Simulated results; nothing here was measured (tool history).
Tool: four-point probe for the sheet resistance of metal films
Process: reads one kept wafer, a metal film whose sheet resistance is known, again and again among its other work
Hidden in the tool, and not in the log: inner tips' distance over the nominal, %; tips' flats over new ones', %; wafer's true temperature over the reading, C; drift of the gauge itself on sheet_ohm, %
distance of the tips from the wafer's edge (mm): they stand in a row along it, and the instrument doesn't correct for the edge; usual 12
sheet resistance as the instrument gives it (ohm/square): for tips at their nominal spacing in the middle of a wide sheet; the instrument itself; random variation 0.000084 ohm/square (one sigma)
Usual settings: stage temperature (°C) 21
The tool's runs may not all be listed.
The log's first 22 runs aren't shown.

| run | hour | stage temperature (°C) | distance of the tips from the wafer's edge (mm) | touches since the probe head was changed | hours of work since the stage's thermometer was calibrated | sheet resistance as the instrument gives it (ohm/square) |
|---|---|---|---|---|---|---|
| 23 | 786.6 | 21 | 20 | 39657 | 191 | 0.418881 |
| 24 | 826.3 | 29 | 15 | 40445 | 217 | 0.418710 |
| 25 | 872.5 | 24 | 7 | 41363 | 247 | 0.422529 |
| 26 | 899.1 | 30 | 11 | 41892 | 265 | 0.419476 |
| 27 | 949.8 | 19 | 9 | 42900 | 299 | 0.421042 |
| 28 | 971.7 | 31 | 38 | 43335 | 313 | 0.417817 |
| 29 | 1012.3 | 20 | 7 | 44141 | 340 | 0.422698 |
| 30 | 1060.4 | 20 | 7 | 45097 | 372 | 0.422783 |
| 31 | 1096.1 | 26 | 33 | 45807 | 395 | 0.417880 |
| 32 | 1132.4 | 26 | 11 | 46528 | 419 | 0.419546 |
| 33 | 1170.2 | 26 | 11 | 47280 | 444 | 0.419622 |
| 34 | 1198.5 | 26 | 11 | 47842 | 463 | 0.419518 |
| 35 | 1231.3 | 26 | 11 | 48494 | 485 | 0.419258 |
| 36 | 1260.4 | 26 | 11 | 49071 | 504 | 0.419485 |
| 37 | 1292.2 | 32 | 10 | 49703 | 525 | 0.419556 |
| 38 | 1340.4 | 28 | 12 | 50661 | 557 | 0.418970 |
| 39 | 1383.0 | 28 | 12 | 51508 | 585 | 0.418880 |
| 40 | 1424.3 | 26 | 25 | 52328 | 613 | 0.417964 |
| 41 | 1447.8 | 33 | 70 | 52795 | 628 | 0.417180 |
| 42 | 1484.5 | 18 | 21 | 53525 | 652 | 0.418413 |
| 43 | 1531.5 | 18 | 21 | 54459 | 683 | 0.418308 |
| 44 | 1581.8 | 19 | 12 | 55459 | 717 | 0.419299 |

3 ways to go on from here, each from the tool as it stands after run 44. What would each give?
| A | 1627.4 | 32 | 39 | 56366 | 747 | ? |
| B | 1627.4 | 19 | 12 | 56366 | 747 | ? |
| C | 1627.4 | 21 | 36 | 56366 | 747 | ? |

| run | sheet resistance as the instrument gives it (ohm/square) |
|---|---|
| A | 0.417034 |
| B | 0.419147 |
| C | 0.417644 |
Without the tool's hidden state the same runs would have given:
| run | sheet resistance as the instrument gives it (ohm/square) |
|---|---|
| A | 0.416058 |
| B | 0.418178 |
| C | 0.416677 |
